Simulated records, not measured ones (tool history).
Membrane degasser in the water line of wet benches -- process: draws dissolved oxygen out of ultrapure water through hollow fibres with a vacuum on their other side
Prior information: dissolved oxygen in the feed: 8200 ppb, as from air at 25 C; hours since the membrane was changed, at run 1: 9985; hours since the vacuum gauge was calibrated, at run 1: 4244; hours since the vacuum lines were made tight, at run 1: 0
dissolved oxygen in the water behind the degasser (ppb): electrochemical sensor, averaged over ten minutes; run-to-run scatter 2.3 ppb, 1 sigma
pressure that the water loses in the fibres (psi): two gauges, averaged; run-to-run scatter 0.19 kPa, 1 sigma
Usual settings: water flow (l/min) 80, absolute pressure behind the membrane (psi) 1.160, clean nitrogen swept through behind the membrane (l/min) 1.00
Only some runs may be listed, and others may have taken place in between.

| run | day | water flow (l/min) | absolute pressure behind the membrane (psi) | clean nitrogen swept through behind the membrane (l/min) | hours since the membrane was changed | hours since the vacuum gauge was calibrated | hours since the vacuum lines were made tight | dissolved oxygen in the water behind the degasser (ppb) | pressure that the water loses in the fibres (psi) |
|---|---|---|---|---|---|---|---|---|---|
| 1 | 0.000 | 80 | 1.160 | 1.00 | 9985 | 4244 | 0 | 618.9 | 5.574 |
| 2 | 14.650 | 80 | 1.160 | 1.00 | 10336 | 4595 | 352 | 621.0 | 5.594 |
| 3 | 21.167 | 80 | 1.160 | 1.62 | 10493 | 4752 | 508 | 449.5 | 5.583 |
| 4 | 30.092 | 80 | 1.160 | 1.62 | 10707 | 4966 | 722 | 449.8 | 5.612 |
| 5 | 38.204 | 80 | 1.160 | 1.00 | 10902 | 5161 | 917 | 628.5 | 5.577 |
| 6 | 51.054 | 80 | 1.160 | 1.00 | 11210 | 5469 | 1225 | 624.2 | 5.543 |
| 7 | 64.621 | 80 | 1.160 | 1.00 | 11536 | 5795 | 1551 | 618.0 | 5.623 |
| 8 | 77.054 | 80 | 0.835 | 1.00 | 11834 | 6093 | 1849 | 347.1 | 5.597 |
| 9 | 84.867 | 80 | 0.835 | 1.00 | 12022 | 6281 | 2037 | 348.7 | 5.552 |
| 10 | 92.992 | 80 | 1.854 | 1.00 | 12217 | 6476 | 2232 | 1164.3 | 5.539 |
| 11 | 101.254 | 80 | 1.160 | 1.62 | 12415 | 6674 | 2430 | 449.4 | 5.583 |
| 12 | 114.692 | 80 | 1.160 | 1.62 | 12737 | 6996 | 2753 | 450.9 | 5.552 |
| 13 | 123.308 | 80 | 1.160 | 1.62 | 12944 | 7203 | 2959 | 446.0 | 5.558 |
| 14 | 135.267 | 80 | 1.160 | 1.62 | 13231 | 7490 | 3246 | 449.9 | 5.572 |
| 15 | 142.571 | 80 | 1.160 | 1.62 | 13407 | 7665 | 3422 | 449.8 | 5.587 |
| 16 | 149.867 | 90 | 0.818 | 1.38 | 13582 | 7841 | 3597 | 304.6 | 6.255 |
| 17 | 156.988 | 81 | 0.818 | 0.63 | 13753 | 8011 | 3768 | 440.8 | 5.655 |
| 18 | 167.300 | 59 | 0.818 | 0.58 | 14000 | 8259 | 4015 | 369.1 | 4.081 |
|  | 169.183 | vacuum gauge calibrated |
| 19 | 179.196 | 90 | 0.922 | 1.84 | 14285 | 240 | 4300 | 318.4 | 6.264 |
| 20 | 188.821 | 74 | 1.340 | 3.00 | 14516 | 471 | 4531 | 322.6 | 5.165 |
| 21 | 198.429 | 80 | 1.160 | 2.28 | 14747 | 702 | 4762 | 350.4 | 5.594 |
| 22 | 211.475 | 61 | 0.908 | 2.81 | 15060 | 1015 | 5075 | 147.6 | 4.290 |
| 23 | 223.404 | 61 | 2.374 | 1.65 | 15346 | 1301 | 5361 | 904.2 | 4.245 |
| 24 | 230.025 | 97 | 2.164 | 0.56 | 15505 | 1460 | 5520 | 2111.9 | 6.799 |
| 25 | 237.979 | 97 | 2.164 | 0.56 | 15696 | 1651 | 5711 | 2121.3 | 6.760 |

For run 26, what comes out?
| 26 | 244.167 | 97 | 1.082 | 0.56 | 15844 | 1800 | 5860 | ? | ? |

For run 26 the tool returned dissolved oxygen in the water behind the degasser (ppb) 877.5, pressure that the water loses in the fibres (psi) 6.746.
Without the tool's hidden state the same run would have given dissolved oxygen in the water behind the degasser (ppb) 876.8, pressure that the water loses in the fibres (psi) 6.734.
